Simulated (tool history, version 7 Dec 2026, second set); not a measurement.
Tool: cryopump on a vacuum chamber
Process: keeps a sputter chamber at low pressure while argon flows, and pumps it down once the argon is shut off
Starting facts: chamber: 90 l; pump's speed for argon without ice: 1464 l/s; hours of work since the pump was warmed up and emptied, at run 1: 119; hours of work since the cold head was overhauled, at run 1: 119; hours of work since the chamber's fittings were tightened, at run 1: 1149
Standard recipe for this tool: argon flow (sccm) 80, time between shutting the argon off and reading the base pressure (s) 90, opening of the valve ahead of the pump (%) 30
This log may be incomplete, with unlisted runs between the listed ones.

run	hour	argon flow (sccm)	time between shutting the argon off and reading the base pressure (s)	opening of the valve ahead of the pump (%)	hours of work since the pump was warmed up and emptied	hours of work since the cold head was overhauled	hours of work since the chamber's fittings were tightened	pressure while argon flows (Pa)	pressure after the wait (uPa)
1	0.0	80	90	30	119	119	1149	0.3101	1.55
2	11.6	80	90	53	124	124	1155	0.1788	1.62
3	25.4	80	90	53	131	131	1162	0.1798	1.52
4	40.6	80	90	49	139	139	1169	0.1936	1.57
5	50.8	32	90	49	144	144	1174	0.0777	1.54
6	63.9	32	90	49	151	151	1181	0.0777	1.58
7	74.5	80	90	30	156	156	1186	0.3144	1.56
8	82.3	49	90	30	160	160	1190	0.1924	1.55
9	91.0	49	90	50	165	165	1195	0.1172	1.59
10	98.3	151	178	30	168	168	1198	0.5918	1.10
11	104.9	151	112	16	172	172	1202	1.0932	1.37
12	119.2	78	90	16	179	179	1209	0.5744	1.62
13	132.4	53	90	23	186	186	1216	0.2718	1.67
14	141.7	53	181	18	190	190	1220	0.3441	1.06
15	154.4	80	143	20	197	197	1227	0.4704	1.23
16	166.9	80	209	32	203	203	1233	0.2932	1.02
17	173.9	67	90	30	207	207	1237	0.2665	1.61
18	189.3	33	181	22	215	215	1245	0.1754	1.13

The logged runs with the hidden state left out (each run's random variation unchanged):
Hidden conditions of the tool in this case: pump's speed, % of a pump's without ice; cold plate's temperature, K; leak into the chamber, uPa l/s; drift of the gauge itself on working_pa, %; drift of the gauge itself on base_upa, %.
run	pressure while argon flows (Pa)	pressure after the wait (uPa)
1	0.3055	1.20
2	0.1740	1.26
3	0.1747	1.16
4	0.1883	1.20
5	0.0755	1.18
6	0.0754	1.21
7	0.3086	1.20
8	0.1888	1.18
9	0.1135	1.22
10	0.5801	0.73
11	1.0813	1.00
12	0.5680	1.23
13	0.2673	1.27
14	0.3395	0.68
15	0.4632	0.83
16	0.2860	0.64
17	0.2603	1.23
18	0.1722	0.73

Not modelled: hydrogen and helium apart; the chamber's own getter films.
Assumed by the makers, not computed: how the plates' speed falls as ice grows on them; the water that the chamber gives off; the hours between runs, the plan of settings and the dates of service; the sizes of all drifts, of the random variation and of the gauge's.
